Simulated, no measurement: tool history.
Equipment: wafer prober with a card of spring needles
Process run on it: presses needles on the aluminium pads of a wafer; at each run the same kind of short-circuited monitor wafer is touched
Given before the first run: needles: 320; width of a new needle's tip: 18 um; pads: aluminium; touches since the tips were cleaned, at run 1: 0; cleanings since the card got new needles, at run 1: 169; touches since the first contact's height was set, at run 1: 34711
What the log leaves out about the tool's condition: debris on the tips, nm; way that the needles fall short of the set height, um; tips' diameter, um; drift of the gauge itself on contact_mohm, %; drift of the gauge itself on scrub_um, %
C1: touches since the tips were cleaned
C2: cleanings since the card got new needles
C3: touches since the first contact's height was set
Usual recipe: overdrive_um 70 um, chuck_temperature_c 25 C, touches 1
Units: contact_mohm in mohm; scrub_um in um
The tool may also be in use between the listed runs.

Run 1, hour 0: usual settings; C1 0; C2 169; C3 34711. Result: contact_mohm 217 mohm, scrub_um 16.636 um.
At hour 15: tips cleaned on abrasive film.
At hour 27: tips cleaned on abrasive film.
Run 2, hour 37: usual settings but overdrive_um 69 um; C1 5193; C2 171; C3 53794. Result: contact_mohm 221 mohm, scrub_um 16.377 um.
At hour 40.1: tips cleaned on abrasive film.
At hour 55.1: tips cleaned on abrasive film.
At hour 67.1: tips cleaned on abrasive film.
At hour 73.3: height of the first contact set anew.
At hour 79.5: tips cleaned on abrasive film.
Run 3, hour 79.5: usual settings but overdrive_um 59 um; C1 0; C2 175; C3 3160. Result: contact_mohm 220 mohm, scrub_um 13.989 um.
At hour 94.5: tips cleaned on abrasive film.
At hour 106.5: tips cleaned on abrasive film.
At hour 119: tips cleaned on abrasive film.
Run 4, hour 119: usual settings but overdrive_um 59 um; C1 0; C2 178; C3 23487. Result: contact_mohm 221 mohm, scrub_um 13.972 um.
At hour 134: tips cleaned on abrasive film.
At hour 146: tips cleaned on abrasive film.
Run 5, hour 154.6: usual settings but overdrive_um 59 um, touches 2; C1 4425; C2 180; C3 41802. Result: contact_mohm 219 mohm, scrub_um 13.955 um.
At hour 160.6: tips cleaned on abrasive film.
At hour 172.6: tips cleaned on abrasive film.
At hour 184.6: tips cleaned on abrasive film.
At hour 196.6: tips cleaned on abrasive film.
At hour 210.9: tips cleaned on abrasive film.
Run 6, hour 210.9: usual settings; C1 0; C2 185; C3 70753. Result: contact_mohm 217 mohm, scrub_um 16.536 um.
At hour 214.2: height of the first contact set anew.
At hour 226.2: tips cleaned on abrasive film.
At hour 238.2: tips cleaned on abrasive film.
Run 7, hour 243.1: usual settings; C1 2542; C2 187; C3 14890. Result: contact_mohm 217 mohm, scrub_um 16.519 um.
At hour 252.1: tips cleaned on abrasive film.
At hour 264.1: tips cleaned on abrasive film.
Run 8, hour 274: usual settings; C1 5108; C2 189; C3 30803. Result: contact_mohm 220 mohm, scrub_um 16.5 um.
At hour 277.1: tips cleaned on abrasive film.
At hour 291.9: tips cleaned on abrasive film.
At hour 303.9: tips cleaned on abrasive film.
Run 9, hour 306.4: usual settings; C1 1304; C2 192; C3 47472. Result: contact_mohm 220 mohm, scrub_um 16.473 um.
At hour 318.4: tips cleaned on abrasive film.
At hour 333.4: tips cleaned on abrasive film.
Run 10, hour 343.7: usual settings; C1 5340; C2 194; C3 66704. Result: contact_mohm 220 mohm, scrub_um 16.45 um.
At hour 346.8: tips cleaned on abrasive film.
At hour 356: height of the first contact set anew.
At hour 362.1: tips cleaned on abrasive film.
At hour 377: tips cleaned on abrasive film.
Run 11, hour 379.5: usual settings but chuck_temperature_c 26 C; C1 1277; C2 197; C3 12045. Result: contact_mohm 221 mohm, scrub_um 16.452 um.
At hour 391.5: tips cleaned on abrasive film.
At hour 403.5: card fitted with new needles.
At hour 415.5: tips cleaned on abrasive film.
At hour 430.5: tips cleaned on abrasive film.
Run 12, hour 439.8: usual settings but overdrive_um 84 um; C1 4835; C2 2; C3 18726. Result: contact_mohm 219 mohm, scrub_um 19.699 um.
At hour 442.9: tips cleaned on abrasive film.
At hour 454.9: tips cleaned on abrasive film.
At hour 469.9: tips cleaned on abrasive film.
At hour 481.9: tips cleaned on abrasive film.
At hour 493.9: tips cleaned on abrasive film.
Run 13, hour 504.5: usual settings but overdrive_um 84 um; C1 5519; C2 7; C3 52027. Result: contact_mohm 219 mohm, scrub_um 19.663 um.
At hour 507.6: tips cleaned on abrasive film.
At hour 522.6: tips cleaned on abrasive film.
At hour 537.6: tips cleaned on abrasive film.
At hour 543.8: height of the first contact set anew.
At hour 549.9: tips cleaned on abrasive film.
At hour 564.9: tips cleaned on abrasive film.
Run 14, hour 570.1: usual settings but overdrive_um 56 um, chuck_temperature_c 116 C; C1 2700; C2 12; C3 13504. Result: contact_mohm 243 mohm, scrub_um 13.08 um.
At hour 579.1: tips cleaned on abrasive film.
At hour 594.1: tips cleaned on abrasive film.
At hour 606.1: tips cleaned on abrasive film.
Run 15, hour 609: usual settings but overdrive_um 61 um, chuck_temperature_c 97 C, touches 2; C1 1485; C2 15; C3 33509. Result: contact_mohm 238 mohm, scrub_um 14.223 um.
At hour 621: tips cleaned on abrasive film.
At hour 635.9: tips cleaned on abrasive film.
Run 16, hour 638.6: usual settings but overdrive_um 58 um, chuck_temperature_c 39 C, touches 3; C1 1383; C2 17; C3 48770. Result: contact_mohm 225 mohm, scrub_um 13.506 um.
At hour 650.6: tips cleaned on abrasive film.
At hour 662.6: tips cleaned on abrasive film.
At hour 677.5: tips cleaned on abrasive film.
At hour 683.8: height of the first contact set anew.
Run 17, hour 687.5: usual settings but overdrive_um 58 um, chuck_temperature_c 39 C, touches 3; C1 5002; C2 20; C3 1916. Result: contact_mohm 225 mohm, scrub_um 13.497 um.
At hour 690.6: tips cleaned on abrasive film.
At hour 705.5: tips cleaned on abrasive film.
At hour 708.4: gauge calibrated.
At hour 717.5: tips cleaned on abrasive film.
At hour 729.5: tips cleaned on abrasive film.
At hour 744.5: tips cleaned on abrasive film.
Run 18, hour 754.6: usual settings but overdrive_um 58 um, chuck_temperature_c 39 C, touches 3; C1 5243; C2 25; C3 36439. Result: contact_mohm 226 mohm, scrub_um 13.76 um.
At hour 757.7: tips cleaned on abrasive film.
At hour 769.7: tips cleaned on abrasive film.
At hour 784.6: tips cleaned on abrasive film.
At hour 796.7: tips cleaned on abrasive film.
At hour 809.6: tips cleaned on abrasive film.
Run 19, hour 809.6: usual settings but overdrive_um 58 um, chuck_temperature_c 39 C, touches 3; C1 0; C2 30; C3 64696. Result: contact_mohm 226 mohm, scrub_um 13.741 um.
At hour 824.4: tips cleaned on abrasive film.
At hour 824.7: height of the first contact set anew.
At hour 836.7: tips cleaned on abrasive film.
At hour 851.7: tips cleaned on abrasive film.
Run 20, hour 851.8: usual settings but overdrive_um 58 um, chuck_temperature_c 39 C, touches 3; C1 74; C2 33; C3 13965. Result: contact_mohm 223 mohm, scrub_um 13.721 um.
At hour 863.8: tips cleaned on abrasive film.
At hour 875.8: tips cleaned on abrasive film.
Run 21, hour 881: usual settings but chuck_temperature_c 30 C, touches 2; C1 2662; C2 35; C3 28978. Result: contact_mohm 222 mohm, scrub_um 16.55 um.
At hour 890: tips cleaned on abrasive film.
At hour 905: tips cleaned on abrasive film.
At hour 920: tips cleaned on abrasive film.
Run 22, hour 926.5: usual settings but overdrive_um 55 um, chuck_temperature_c 28 C, touches 2; C1 3388; C2 38; C3 52429. Result: contact_mohm 223 mohm, scrub_um 12.99 um.
At hour 932.5: tips cleaned on abrasive film.
At hour 947.5: tips cleaned on abrasive film.
At hour 959.5: tips cleaned on abrasive film.
At hour 965.8: height of the first contact set anew.
At hour 971.8: tips cleaned on abrasive film.
Run 23, hour 974: usual settings but chuck_temperature_c 32 C; C1 1124; C2 42; C3 4212. Result: contact_mohm 220 mohm, scrub_um 16.499 um.
At hour 986: tips cleaned on abrasive film.
At hour 998: tips cleaned on abrasive film.
At hour 1010.2: tips cleaned on abrasive film.
Run 24, hour 1010.2: usual settings but overdrive_um 54 um, chuck_temperature_c 32 C, touches 2; C1 0; C2 45; C3 22791. Result: contact_mohm 222 mohm, scrub_um 12.711 um.
At hour 1022.2: tips cleaned on abrasive film.
At hour 1037.2: tips cleaned on abrasive film.
At hour 1052.1: tips cleaned on abrasive film.
Run 25, hour 1059.8: usual settings but overdrive_um 54 um, chuck_temperature_c 32 C, touches 2; C1 4021; C2 48; C3 48396. Result: contact_mohm 224 mohm, scrub_um 12.698 um.

What if the next run were any one of these 4? Each begins from the tool's condition after run 25:
At hour 1065.9: tips cleaned on abrasive film.
At hour 1080.9: tips cleaned on abrasive film.
At hour 1095.9: tips cleaned on abrasive film.
At hour 1105.1: height of the first contact set anew.
At hour 1111.1: tips cleaned on abrasive film.
Run A, hour 1121.1: usual settings but overdrive_um 75 um, chuck_temperature_c 42 C; C1 5151; C2 52; C3 8237. Result: contact_mohm ?, scrub_um ?.
At hour 1065.9: tips cleaned on abrasive film.
At hour 1080.9: tips cleaned on abrasive film.
At hour 1095.9: tips cleaned on abrasive film.
At hour 1105.1: height of the first contact set anew.
At hour 1111.1: tips cleaned on abrasive film.
Run B, hour 1121.1: usual settings but overdrive_um 54 um, chuck_temperature_c 32 C; C1 5151; C2 52; C3 8237. Result: contact_mohm ?, scrub_um ?.
At hour 1065.9: tips cleaned on abrasive film.
At hour 1080.9: tips cleaned on abrasive film.
At hour 1095.9: tips cleaned on abrasive film.
At hour 1105.1: height of the first contact set anew.
At hour 1111.1: tips cleaned on abrasive film.
Run C, hour 1121.1: usual settings but overdrive_um 64 um, chuck_temperature_c 73 C, touches 2; C1 5151; C2 52; C3 8237. Result: contact_mohm ?, scrub_um ?.
At hour 1065.9: tips cleaned on abrasive film.
At hour 1080.9: tips cleaned on abrasive film.
At hour 1095.9: tips cleaned on abrasive film.
At hour 1105.1: height of the first contact set anew.
At hour 1111.1: tips cleaned on abrasive film.
Run D, hour 1121.1: usual settings but chuck_temperature_c 36 C, touches 3; C1 5151; C2 52; C3 8237. Result: contact_mohm ?, scrub_um ?.

run  contact_mohm  scrub_um
  A           223    17.595
  B           226    12.665
  C           230    15.022
  D           223    16.425
The same runs, with their run-to-run variation unchanged, on a tool lacking any hidden condition would have given:
run  contact_mohm  scrub_um
  A           222    17.827
  B           225    12.832
  C           230    15.219
  D           223    16.641
